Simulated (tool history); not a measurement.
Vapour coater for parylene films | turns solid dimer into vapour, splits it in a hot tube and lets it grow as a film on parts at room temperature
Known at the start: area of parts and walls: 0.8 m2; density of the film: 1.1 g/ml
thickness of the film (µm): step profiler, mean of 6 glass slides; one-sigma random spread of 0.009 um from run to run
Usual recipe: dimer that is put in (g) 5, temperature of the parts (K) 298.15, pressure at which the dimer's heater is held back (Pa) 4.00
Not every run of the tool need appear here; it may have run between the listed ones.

| run | hour | dimer that is put in (g) | temperature of the parts (K) | pressure at which the dimer's heater is held back (Pa) | thickness of the film (µm) |
|---|---|---|---|---|---|
| 1 | 0.0 | 5 | 298.15 | 4.00 | 2.596 |
| 2 | 36.9 | 5 | 298.15 | 4.00 | 2.615 |
|  | 63.3 | trap's valve overhauled |
| 3 | 120.3 | 5 | 298.15 | 4.00 | 2.741 |
| 4 | 187.7 | 5 | 298.15 | 4.00 | 2.746 |
| 5 | 229.6 | 5 | 298.15 | 4.00 | 2.730 |
| 6 | 299.8 | 5 | 298.15 | 4.00 | 2.722 |
| 7 | 346.8 | 3 | 301.15 | 2.99 | 1.646 |
| 8 | 393.2 | 3 | 301.15 | 2.99 | 1.647 |
| 9 | 482.2 | 5 | 293.15 | 3.99 | 2.955 |
| 10 | 557.6 | 7 | 298.15 | 8.37 | 3.352 |

Run 11 comes next. What will it give?
| 11 | 601.3 | 5 | 305.15 | 6.66 | ? |

Run 11 measured thickness of the film (µm) 2.187.
Without the tool's hidden state the same run would have given thickness of the film (µm) 2.197.

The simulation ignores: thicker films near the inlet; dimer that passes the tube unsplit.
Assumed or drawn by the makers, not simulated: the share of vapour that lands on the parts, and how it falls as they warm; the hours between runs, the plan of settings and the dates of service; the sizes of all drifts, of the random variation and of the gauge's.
